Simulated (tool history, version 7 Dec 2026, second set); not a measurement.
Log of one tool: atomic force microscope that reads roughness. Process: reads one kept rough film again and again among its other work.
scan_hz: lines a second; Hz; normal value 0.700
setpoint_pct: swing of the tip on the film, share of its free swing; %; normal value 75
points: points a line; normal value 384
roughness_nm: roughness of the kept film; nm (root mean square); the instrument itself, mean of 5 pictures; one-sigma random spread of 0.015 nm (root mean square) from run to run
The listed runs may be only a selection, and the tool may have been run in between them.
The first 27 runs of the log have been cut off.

run	day	scan_hz	setpoint_pct	points	roughness_nm
28	64.167	0.654	65	586	1.916
# day 66.708: new tip fitted
29	67.317	0.654	65	586	3.466
30	69.954	1.471	63	443	2.735
31	72.017	1.696	83	571	2.264
32	74.925	0.917	75	287	1.952
33	77.025	0.917	62	997	1.811
# day 77.629: new tip fitted
34	80.046	0.917	62	997	2.916
# day 80.379: height scale calibrated on a step standard
35	81.825	2.151	60	322	2.442
36	83.975	1.671	85	656	2.079
37	87.350	1.671	85	656	1.685
# day 88.442: new tip fitted
38	90.458	0.590	67	448	3.062
# day 92.892: height scale calibrated on a step standard, once more
39	93.988	0.590	67	575	2.302
40	97.283	0.590	69	461	1.856
# day 99.342: new tip fitted
41	99.712	1.702	86	384	3.085
42	102.942	0.700	75	264	2.480
43	104.483	0.700	75	264	2.229
44	106.467	2.893	64	285	1.919
45	109.225	2.893	64	285	1.662
# day 110.179: new tip fitted
46	112.417	0.700	65	957	2.923
47	114.904	2.498	60	275	2.283
48	116.754	1.529	76	384	2.008
49	118.908	2.601	55	384	1.824
50	120.483	2.601	55	384	1.696

3 ways to go on from here, each from the tool as it stands after run 50. What would each give?
# day 121.204: new tip fitted
A	122.821	0.700	82	384	?
# day 121.204: new tip fitted
B	122.821	1.161	55	384	?
# day 121.204: new tip fitted
C	122.821	1.095	90	369	?

run	roughness_nm
A	2.982
B	3.044
C	2.879
Had the tool no hidden state, the same runs would have come out as:
run	roughness_nm
A	3.483
B	3.555
C	3.364
